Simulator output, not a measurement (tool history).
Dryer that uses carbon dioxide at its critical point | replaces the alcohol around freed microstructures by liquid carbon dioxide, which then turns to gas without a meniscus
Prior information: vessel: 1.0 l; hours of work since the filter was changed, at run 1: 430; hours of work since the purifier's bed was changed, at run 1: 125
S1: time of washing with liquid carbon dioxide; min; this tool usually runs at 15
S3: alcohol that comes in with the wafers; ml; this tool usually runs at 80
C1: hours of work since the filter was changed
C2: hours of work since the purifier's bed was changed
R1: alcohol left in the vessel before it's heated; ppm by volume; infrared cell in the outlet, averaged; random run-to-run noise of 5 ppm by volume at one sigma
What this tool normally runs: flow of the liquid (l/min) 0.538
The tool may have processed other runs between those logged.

Run 1, hour 0: usual settings; C1 430; C2 125. Result: R1 99 ppm by volume.
Run 2, hour 7.7: usual settings; C1 435; C2 131. Result: R1 98 ppm by volume.
Run 3, hour 14.4: usual settings; C1 439; C2 135. Result: R1 102 ppm by volume.
Run 4, hour 24.9: usual settings; C1 447; C2 142. Result: R1 104 ppm by volume.
At hour 30.8: inlet filter changed.
Run 5, hour 31: usual settings; C1 0; C2 146. Result: R1 46 ppm by volume.
Run 6, hour 37.7: usual settings but flow of the liquid (l/min) 0.361; C1 5; C2 150. Result: R1 536 ppm by volume.
Run 7, hour 43.5: usual settings but flow of the liquid (l/min) 0.813; C1 9; C2 154. Result: R1 13 ppm by volume.
Run 8, hour 51.3: usual settings but flow of the liquid (l/min) 0.813; C1 14; C2 160. Result: R1 16 ppm by volume.
Run 9, hour 63.4: usual settings but flow of the liquid (l/min) 0.813; C1 22; C2 168. Result: R1 15 ppm by volume.
Run 10, hour 69.6: usual settings; C1 27; C2 172. Result: R1 56 ppm by volume.
Run 11, hour 75.8: usual settings but flow of the liquid (l/min) 0.4; C1 31; C2 176. Result: R1 321 ppm by volume.
Run 12, hour 84.3: usual settings; C1 37; C2 182. Result: R1 60 ppm by volume.
Run 13, hour 92.9: usual settings; C1 42; C2 188. Result: R1 49 ppm by volume.
Run 14, hour 104.9: usual settings; C1 51; C2 196. Result: R1 63 ppm by volume.
Run 15, hour 114.3: usual settings; C1 57; C2 203. Result: R1 61 ppm by volume.
Run 16, hour 120.6: usual settings but S1 17 min; C1 61; C2 207. Result: R1 43 ppm by volume.
Run 17, hour 129.1: usual settings; C1 67; C2 213. Result: R1 64 ppm by volume.
Run 18, hour 140.3: usual settings but flow of the liquid (l/min) 0.453; C1 75; C2 221. Result: R1 169 ppm by volume.
Run 19, hour 149.4: usual settings but flow of the liquid (l/min) 0.453; C1 81; C2 227. Result: R1 169 ppm by volume.
Run 20, hour 160.7: usual settings but flow of the liquid (l/min) 0.453; C1 89; C2 235. Result: R1 173 ppm by volume.
Run 21, hour 171.6: usual settings but flow of the liquid (l/min) 0.453; C1 96; C2 242. Result: R1 178 ppm by volume.
Run 22, hour 182.3: usual settings but flow of the liquid (l/min) 0.453; C1 104; C2 249. Result: R1 175 ppm by volume.
Run 23, hour 187.8: usual settings but flow of the liquid (l/min) 0.453; C1 107; C2 253. Result: R1 181 ppm by volume.
Run 24, hour 196.3: usual settings but flow of the liquid (l/min) 0.453; C1 113; C2 259. Result: R1 180 ppm by volume.
Run 25, hour 205: usual settings but S1 18 min, flow of the liquid (l/min) 0.857; C1 119; C2 265. Result: R1 24 ppm by volume.
Run 26, hour 212.5: usual settings but S1 22 min, S3 34 ml; C1 124; C2 270. Result: R1 23 ppm by volume.
Run 27, hour 219.6: usual settings but S3 110 ml; C1 129; C2 275. Result: R1 91 ppm by volume.
Run 28, hour 230.4: usual settings but flow of the liquid (l/min) 0.485, S3 110 ml; C1 136; C2 282. Result: R1 159 ppm by volume.
Run 29, hour 236: usual settings but S1 21 min, flow of the liquid (l/min) 0.401; C1 140; C2 286. Result: R1 63 ppm by volume.
Run 30, hour 244.9: usual settings but flow of the liquid (l/min) 0.435, S3 49 ml; C1 146; C2 292. Result: R1 161 ppm by volume.
Run 31, hour 256.8: usual settings but S1 21 min; C1 154; C2 300. Result: R1 38 ppm by volume.
Run 32, hour 264.2: usual settings but S1 20 min, S3 28 ml; C1 159; C2 305. Result: R1 25 ppm by volume.
Run 33, hour 275.7: usual settings but flow of the liquid (l/min) 0.779, S3 49 ml; C1 167; C2 313. Result: R1 26 ppm by volume.
Run 34, hour 281.8: usual settings but flow of the liquid (l/min) 0.841, S3 83 ml; C1 172; C2 317. Result: R1 17 ppm by volume.
Run 35, hour 288.8: usual settings but flow of the liquid (l/min) 0.841, S3 83 ml; C1 176; C2 322. Result: R1 29 ppm by volume.
Run 36, hour 298.7: usual settings but S1 16 min, flow of the liquid (l/min) 0.595, S3 32 ml; C1 183; C2 329. Result: R1 23 ppm by volume.
Run 37, hour 308.3: usual settings but S1 16 min, flow of the liquid (l/min) 0.606, S3 27 ml; C1 190; C2 335. Result: R1 30 ppm by volume.
Run 38, hour 320.2: usual settings but S1 12 min, flow of the liquid (l/min) 0.479, S3 114 ml; C1 198; C2 343. Result: R1 697 ppm by volume.
Run 39, hour 332.7: usual settings but S1 12 min, flow of the liquid (l/min) 0.479, S3 114 ml; C1 206; C2 352. Result: R1 713 ppm by volume.
Run 40, hour 340.9: usual settings but S1 13 min, flow of the liquid (l/min) 0.904, S3 33 ml; C1 212; C2 358. Result: R1 25 ppm by volume.
Run 41, hour 347.4: usual settings but S1 17 min, flow of the liquid (l/min) 0.502, S3 33 ml; C1 216; C2 362. Result: R1 41 ppm by volume.
Run 42, hour 352.7: usual settings but S1 17 min, flow of the liquid (l/min) 0.502, S3 28 ml; C1 220; C2 366. Result: R1 36 ppm by volume.
Run 43, hour 364.3: usual settings but S1 17 min, flow of the liquid (l/min) 0.502, S3 28 ml; C1 228; C2 374. Result: R1 48 ppm by volume.
Run 44, hour 370.3: usual settings but S3 99 ml; C1 232; C2 378. Result: R1 98 ppm by volume.
Run 45, hour 378.7: usual settings but S1 11 min, S3 33 ml; C1 238; C2 383. Result: R1 203 ppm by volume.
Run 46, hour 386.2: usual settings but flow of the liquid (l/min) 0.397; C1 243; C2 389. Result: R1 440 ppm by volume.
Run 47, hour 391.9: usual settings but flow of the liquid (l/min) 0.397; C1 247; C2 392. Result: R1 438 ppm by volume.

4 options for the next run, each taken on its own from the tool as it stands now. Forecast them:
Run A, hour 401.1: usual settings but S1 14 min, flow of the liquid (l/min) 0.397, S3 24 ml; C1 253; C2 399. Result: R1 ?.
Run B, hour 401.1: usual settings but S1 10 min, flow of the liquid (l/min) 0.358; C1 253; C2 399. Result: R1 ?.
Run C, hour 401.1: usual settings but S1 13 min, S3 55 ml; C1 253; C2 399. Result: R1 ?.
Run D, hour 401.1: usual settings but S1 21 min, flow of the liquid (l/min) 0.593, S3 51 ml; C1 253; C2 399. Result: R1 ?.

run    R1
  A   206
  B  3539
  C   138
  D    27
With the hidden condition removed and each run's random variation left untouched, the same runs would have given:
run    R1
  A   137
  B  2890
  C    80
  D     4
